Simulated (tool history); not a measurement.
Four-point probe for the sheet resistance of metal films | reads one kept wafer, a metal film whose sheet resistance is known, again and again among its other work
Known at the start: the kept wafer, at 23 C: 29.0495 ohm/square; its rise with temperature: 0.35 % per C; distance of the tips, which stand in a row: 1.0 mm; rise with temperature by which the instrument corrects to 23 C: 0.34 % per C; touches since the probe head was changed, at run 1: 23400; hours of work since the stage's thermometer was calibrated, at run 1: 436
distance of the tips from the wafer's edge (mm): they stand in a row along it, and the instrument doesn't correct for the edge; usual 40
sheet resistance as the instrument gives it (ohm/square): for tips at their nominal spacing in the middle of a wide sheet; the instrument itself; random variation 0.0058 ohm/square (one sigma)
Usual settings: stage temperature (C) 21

run    hour  stage temperature (C)  distance of the tips from the wafer's edge (mm)  touches since the probe head was changed  hours of work since the stage's thermometer was calibrated  sheet resistance as the instrument gives it (ohm/square)
  1     0.0                     21                                               40                                     23400                                                         436                                                 29.025673
  2    39.1                     21                                               40                                     24673                                                         451                                                 29.024767
  3    81.9                     21                                               40                                     26065                                                         469                                                 29.038488
  4   115.2                     21                                               40                                     27150                                                         482                                                 29.020100
  5   141.6                     21                                               14                                     28007                                                         493                                                 29.089514
  6   185.2                     21                                               40                                     29426                                                         510                                                 29.016909
  7   213.7                     32                                               40                                     30354                                                         522                                                 29.052640
  8   235.5                     32                                               40                                     31065                                                         531                                                 29.053088
  9   260.1                     32                                               40                                     31866                                                         541                                                 29.054649
 10   294.4                     19                                               40                                     32979                                                         554                                                 29.005638
 11   324.7                     21                                               64                                     33965                                                         567                                                 28.995997
 12   360.6                     21                                               64                                     35136                                                         581                                                 29.012425
 13   398.5                     21                                               40                                     36368                                                         596                                                 29.006848
 14   420.3                     31                                               40                                     37079                                                         605                                                 29.036855
 15   441.8                     31                                               40                                     37777                                                         614                                                 29.020412
 16   462.2                     31                                               40                                     38441                                                         622                                                 29.027522
 17   500.6                     31                                               40                                     39690                                                         638                                                 29.024620
 18   524.5                     24                                               10                                     40469                                                         647                                                 29.151525
 19   560.3                     29                                               40                                     41632                                                         662                                                 29.030717
 20   591.7                     29                                               52                                     42655                                                         674                                                 29.017110
 21   616.2                     29                                               41                                     43451                                                         684                                                 29.005745
 22   660.1                     28                                                9                                     44881                                                         702                                                 29.187575
 23   688.0                     32                                               40                                     45788                                                         713                                                 29.028174
 24   717.9                     32                                               40                                     46763                                                         725                                                 29.009035
 25   751.8                     32                                               40                                     47865                                                         739                                                 29.022201
 26   778.2                     18                                               12                                     48725                                                         750                                                 29.067791
 27   816.5                     18                                               12                                     49970                                                         765                                                 29.066647
 28   847.3                     21                                                5                                     50973                                                         777                                                 29.575112
 29   870.8                     20                                                5                                     51738                                                         787                                                 29.577785
 30   894.5                     32                                               25                                     52508                                                         796                                                 29.024813
 31   935.8                     20                                                8                                     53853                                                         813                                                 29.201579
 32   961.4                     20                                               20                                     54686                                                         823                                                 28.993820
 33   981.6                     18                                               42                                     55342                                                         832                                                 28.957095
 34  1023.0                     31                                                6                                     56690                                                         848                                                 29.412576

Some steps in sheet resistance as the instrument gives it (ohm/square) between neighbouring runs. How much of each would the tool show without its hidden state too (settings, what came in, random variation), and how much is left for the hidden state, with any gauge scatter that isn't in both results?
The hidden state here: inner tips' distance over the nominal, %; tips' flats over new ones', %; wafer's true temperature over the reading, C; drift of the gauge itself on sheet_ohm, %.
Run 21 -> 22: stage temperature (C) 29 -> 28, distance of the tips from the wafer's edge (mm) 41 -> 9. sheet resistance as the instrument gives it (ohm/square) +0.181830: hidden state -0.003164, all else +0.184994.
Run 27 -> 28: stage temperature (C) 18 -> 21, distance of the tips from the wafer's edge (mm) 12 -> 5. sheet resistance as the instrument gives it (ohm/square) +0.508465: hidden state -0.003004, all else +0.511469.
Run 29 -> 30: stage temperature (C) 20 -> 32, distance of the tips from the wafer's edge (mm) 5 -> 25. sheet resistance as the instrument gives it (ohm/square) -0.552972: hidden state -0.000498, all else -0.552474.
Run 33 -> 34: stage temperature (C) 18 -> 31, distance of the tips from the wafer's edge (mm) 42 -> 6. sheet resistance as the instrument gives it (ohm/square) +0.455481: hidden state -0.004326, all else +0.459807.
